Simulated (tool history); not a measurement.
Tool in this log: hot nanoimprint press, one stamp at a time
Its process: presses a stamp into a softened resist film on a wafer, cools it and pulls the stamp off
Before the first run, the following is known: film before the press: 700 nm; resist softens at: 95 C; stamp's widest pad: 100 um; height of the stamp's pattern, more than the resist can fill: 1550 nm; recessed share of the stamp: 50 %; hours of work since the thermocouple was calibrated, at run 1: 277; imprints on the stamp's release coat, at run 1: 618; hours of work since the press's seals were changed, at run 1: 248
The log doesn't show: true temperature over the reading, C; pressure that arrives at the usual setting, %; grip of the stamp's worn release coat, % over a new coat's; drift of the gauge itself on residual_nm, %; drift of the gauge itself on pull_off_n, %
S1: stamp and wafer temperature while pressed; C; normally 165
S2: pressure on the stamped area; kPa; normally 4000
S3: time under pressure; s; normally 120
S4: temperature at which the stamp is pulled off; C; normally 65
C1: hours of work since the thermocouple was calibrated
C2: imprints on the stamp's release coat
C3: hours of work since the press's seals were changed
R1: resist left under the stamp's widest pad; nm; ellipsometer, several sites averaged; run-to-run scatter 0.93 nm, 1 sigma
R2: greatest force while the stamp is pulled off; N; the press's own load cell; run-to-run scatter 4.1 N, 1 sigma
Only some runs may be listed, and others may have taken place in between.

run	day	S1	S2	S3	S4	C1	C2	C3	R1	R2
1	0	165	4000	120	65	277	618	248	404.9	231
2	0.592	165	4000	120	65	286	660	256	403.2	236
3	1.454	165	4000	120	65	299	722	269	404.5	240
4	2.242	165	4000	120	63	311	778	281	403.5	236
5	2.6	165	4000	120	63	316	804	286	405.9	253
6	3.146	165	4000	91	65	324	843	294	439.5	240
7	3.654	165	4000	120	65	331	879	302	403.5	247
# day 4.104: plate thermocouple calibrated
8	4.45	165	4000	120	65	5	927	312	414.4	254
9	5.05	165	4000	228	65	14	970	320	329.3	250
10	5.621	165	4000	228	65	22	1011	329	328.7	257
11	6.071	165	4000	228	69	29	1043	336	329.2	242
12	6.692	165	4000	228	69	38	1087	345	329.5	239
13	7.238	165	4000	160	65	46	1126	353	375.6	256
14	7.842	165	4000	160	65	55	1170	362	373.8	265
15	8.512	165	4000	160	65	65	1218	372	373.4	267
16	9.308	173	4000	160	62	77	1275	383	279.2	281
# day 9.871: stamp cleaned and given a new release coat
17	10.229	156	4290	78	65	87	26	393	571	201
18	10.712	156	4290	78	65	94	60	400	570.7	198
19	11.208	169	4930	78	65	101	95	408	388.2	209

Forecast run 20:
20	11.588	169	4930	78	65	107	123	413	?	?

Run 20 yielded R1 389 nm, R2 216 N.
Without the tool's hidden state the same run would have given R1 390.2 nm, R2 210 N.
